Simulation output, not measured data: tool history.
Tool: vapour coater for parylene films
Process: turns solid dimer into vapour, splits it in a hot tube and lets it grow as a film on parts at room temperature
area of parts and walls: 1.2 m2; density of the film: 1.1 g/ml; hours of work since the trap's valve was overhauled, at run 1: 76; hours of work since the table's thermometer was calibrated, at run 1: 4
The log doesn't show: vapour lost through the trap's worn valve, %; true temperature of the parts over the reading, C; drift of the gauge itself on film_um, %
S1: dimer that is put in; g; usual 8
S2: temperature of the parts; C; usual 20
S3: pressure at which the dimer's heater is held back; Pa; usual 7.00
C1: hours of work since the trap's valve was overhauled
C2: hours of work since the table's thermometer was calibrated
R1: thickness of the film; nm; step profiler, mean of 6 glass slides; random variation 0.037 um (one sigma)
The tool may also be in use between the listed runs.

Run 1, hour 0.0: usual settings; C1 76; C2 4. Result: R1 4330 nm.
Run 2, hour 10.7: usual settings; C1 85; C2 13. Result: R1 4300 nm.
Run 3, hour 21.3: usual settings; C1 94; C2 22. Result: R1 4300 nm.
Run 4, hour 31.8: usual settings but S1 10 g; C1 103; C2 31. Result: R1 5370 nm.
Run 5, hour 52.9: usual settings but S1 10 g; C1 121; C2 48. Result: R1 5340 nm.
Run 6, hour 70.4: usual settings but S1 10 g; C1 136; C2 63. Result: R1 5360 nm.
Run 7, hour 89.6: usual settings but S1 10 g; C1 152; C2 79. Result: R1 5310 nm.
Run 8, hour 98.5: usual settings but S1 13 g; C1 159; C2 87. Result: R1 7010 nm.
Run 9, hour 107.3: usual settings but S3 9.42 Pa; C1 167; C2 94. Result: R1 4080 nm.
Run 10, hour 120.4: usual settings but S1 9 g, S2 15 C, S3 4.32 Pa; C1 178; C2 105. Result: R1 6230 nm.
Run 11, hour 133.9: usual settings but S1 9 g, S2 25 C, S3 2.14 Pa; C1 189; C2 117. Result: R1 4440 nm.
Run 12, hour 150.9: usual settings but S1 9 g, S2 25 C, S3 2.56 Pa; C1 203; C2 131. Result: R1 4310 nm.
Run 13, hour 168.6: usual settings but S1 7 g, S2 14 C, S3 2.19 Pa; C1 218; C2 146. Result: R1 5070 nm.
Run 14, hour 177.7: usual settings but S1 3 g, S2 22 C, S3 7.33 Pa; C1 226; C2 153. Result: R1 1430 nm.
Run 15, hour 187.5: usual settings but S1 3 g, S2 22 C, S3 7.33 Pa; C1 234; C2 162. Result: R1 1440 nm.
Run 16, hour 205.5: usual settings but S1 7 g, S2 22 C; C1 249; C2 177. Result: R1 3340 nm.

The same runs without the tool's hidden state, with the same run-to-run variation:
run    R1
  1  4370
  2  4340
  3  4340
  4  5430
  5  5400
  6  5440
  7  5390
  8  7130
  9  4150
 10  6340
 11  4520
 12  4400
 13  5210
 14  1460
 15  1470
 16  3430
